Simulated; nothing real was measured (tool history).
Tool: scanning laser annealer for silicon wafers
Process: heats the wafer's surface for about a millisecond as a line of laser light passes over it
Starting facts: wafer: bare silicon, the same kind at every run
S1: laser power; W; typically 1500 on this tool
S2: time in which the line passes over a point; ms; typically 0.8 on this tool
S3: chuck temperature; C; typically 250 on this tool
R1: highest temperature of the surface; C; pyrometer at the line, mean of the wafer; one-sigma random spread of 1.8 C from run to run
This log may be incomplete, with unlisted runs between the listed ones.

run 1 hour=0 | S1=1500 S2=0.8 S3=250 | R1=960
run 2 hour=32 | S1=1500 S2=0.8 S3=250 | R1=961
-- hour=71.8 window over the wafer cleaned
run 3 hour=72.4 | S1=1500 S2=0.8 S3=250 | R1=944
run 4 hour=124.1 | S1=1500 S2=0.8 S3=250 | R1=944
run 5 hour=174.6 | S1=1500 S2=0.8 S3=250 | R1=944
run 6 hour=200.3 | S1=1540 S2=0.8 S3=250 | R1=968
-- hour=211.5 window over the wafer cleaned, once more
run 7 hour=258.9 | S1=1540 S2=0.8 S3=250 | R1=1006
run 8 hour=291.6 | S1=1500 S2=0.8 S3=255 | R1=986
run 9 hour=321.3 | S1=1500 S2=0.8 S3=250 | R1=976
run 10 hour=363.4 | S1=1500 S2=0.8 S3=250 | R1=980
run 11 hour=421.9 | S1=1500 S2=0.8 S3=250 | R1=975
run 12 hour=476.1 | S1=1500 S2=0.8 S3=250 | R1=975
run 13 hour=514.6 | S1=1500 S2=0.8 S3=250 | R1=974
run 14 hour=573.3 | S1=1344 S2=0.759 S3=250 | R1=861
run 15 hour=600.2 | S1=1425 S2=0.8 S3=267 | R1=943
run 16 hour=638.5 | S1=1325 S2=0.931 S3=267 | R1=934
run 17 hour=667.9 | S1=1317 S2=0.693 S3=267 | R1=833
run 18 hour=716.2 | S1=1317 S2=0.693 S3=267 | R1=829
run 19 hour=760.1 | S1=1317 S2=0.693 S3=267 | R1=825

What will run 20 give?
run 20 hour=818.8 | S1=1528 S2=0.693 S3=267 | R1=?

{"run 20": {"R1": 945}}
If the tool had no hidden condition, the same run with the same run-to-run variation would have returned R1 963 C.

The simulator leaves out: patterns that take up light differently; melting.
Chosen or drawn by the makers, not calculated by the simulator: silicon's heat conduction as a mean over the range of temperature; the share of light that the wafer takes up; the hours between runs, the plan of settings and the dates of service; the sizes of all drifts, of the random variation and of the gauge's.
